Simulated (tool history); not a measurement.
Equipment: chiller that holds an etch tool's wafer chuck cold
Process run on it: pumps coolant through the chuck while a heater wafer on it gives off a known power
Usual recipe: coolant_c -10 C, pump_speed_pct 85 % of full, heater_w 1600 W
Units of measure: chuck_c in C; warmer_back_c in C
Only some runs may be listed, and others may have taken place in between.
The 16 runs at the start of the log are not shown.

run	hour	coolant_c	pump_speed_pct	heater_w	hours since the coolant was changed and the channels were flushed	hours since the pump was overhauled	hours since the chiller's thermometer was calibrated	chuck_c	warmer_back_c
17	810.3	-10	85	1600	8107	2329	233	10.4	5.26
18	862.7	-1	78	1369	8159	2381	285	18.0	4.98
19	923.9	-1	78	1369	8221	2442	346	17.7	4.97
20	987.9	0	82	1322	8285	2506	410	17.5	4.53
21	1020.9	0	82	1322	8318	2539	443	17.6	4.52
22	1075.2	0	82	1322	8372	2594	497	17.4	4.49
23	1122.7	0	82	1322	8419	2641	545	17.5	4.53
24	1180.4	-3	66	1600	8477	2699	603	22.3	6.97
25	1207.3	-10	76	1600	8504	2726	629	12.7	5.95
26	1262.5	-19	68	2196	8559	2781	685	14.8	9.19
# hour 1277.3: coolant changed, channels flushed
27	1330.0	-15	88	1600	53	2843	746	1.8	5.05
28	1387.4	-10	78	1170	110	2900	804	3.5	4.23
29	1420.9	-18	74	2164	144	2933	837	8.2	8.31
30	1472.2	-16	74	820	195	2985	888	-5.9	3.10
31	1504.2	-10	64	1005	227	3017	920	3.5	4.45
32	1545.1	-9	85	1769	268	3058	961	10.3	5.89

Predict each of these 3 candidate next runs independently; none follows another, all start after run 32:
A	1581.5	-10	60	1769	304	3094	998	?	?
B	1581.5	-7	90	1880	304	3094	998	?	?
C	1581.5	-10	92	1600	304	3094	998	?	?

run	chuck_c	warmer_back_c
A	15.3	8.47
B	12.5	5.90
C	6.2	4.94
The same runs, with their run-to-run variation unchanged, on a tool lacking any hidden condition would have given:
run	chuck_c	warmer_back_c
A	14.7	8.30
B	12.1	5.78
C	5.9	4.84
